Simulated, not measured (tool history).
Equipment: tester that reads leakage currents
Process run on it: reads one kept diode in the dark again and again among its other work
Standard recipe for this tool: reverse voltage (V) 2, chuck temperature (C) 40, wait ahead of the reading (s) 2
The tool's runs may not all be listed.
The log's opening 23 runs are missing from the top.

run    hour  reverse voltage (V)  chuck temperature (C)  wait ahead of the reading (s)  current that the tester gives (pA)
 24  3912.7                    2                     41                           1.31                               98.57
 25  4141.5                 8.66                     26                           2.98                               59.41
 26  4258.5                 5.87                     29                              2                               63.65
 27  4464.9                  2.2                     41                           0.55                              102.73
 28  4688.9                18.28                     22                           0.55                                65.6
 29  4922.6                15.62                     25                              2                               72.18
 30  5079.9                 7.96                     41                           1.07                              183.56
 31  5313.3                 7.96                     41                           1.07                              182.65
 32  5415.7                 3.87                     30                           0.32                               58.93
 33  5639.7                 2.74                     21                           0.37                               24.76
 34  5749.8                 2.28                     39                           0.72                               90.67
 35  5874.1                 2.28                     39                           0.72                               90.23
 36  6037.5                 9.14                     44                           4.17                              242.91
 37  6145.1                 9.14                     44                           4.17                              240.71
 38  6249.6                 9.14                     44                           4.17                              240.91
     6301.3  -- probe card cleaned and baked
 39  6472.4                    2                     47                           0.39                              154.06
 40  6664.8                    2                     47                           0.39                              153.36

What if the next run were any one of these 4? Each begins from the tool's condition after run 40:
  A  6859.5                 3.28                     40                           2.29                                   ?
  B  6859.5                    2                     54                           1.28                                   ?
  C  6859.5                    2                     53                           3.29                                   ?
  D  6859.5                 7.65                     20                           0.39                                   ?

run  current that the tester gives (pA)
  A                              114.38
  B                              248.93
  C                              233.14
  D                               37.78
Had the tool no hidden state, the same runs would have come out as:
run  current that the tester gives (pA)
  A                              114.55
  B                              249.27
  C                              233.45
  D                               37.84
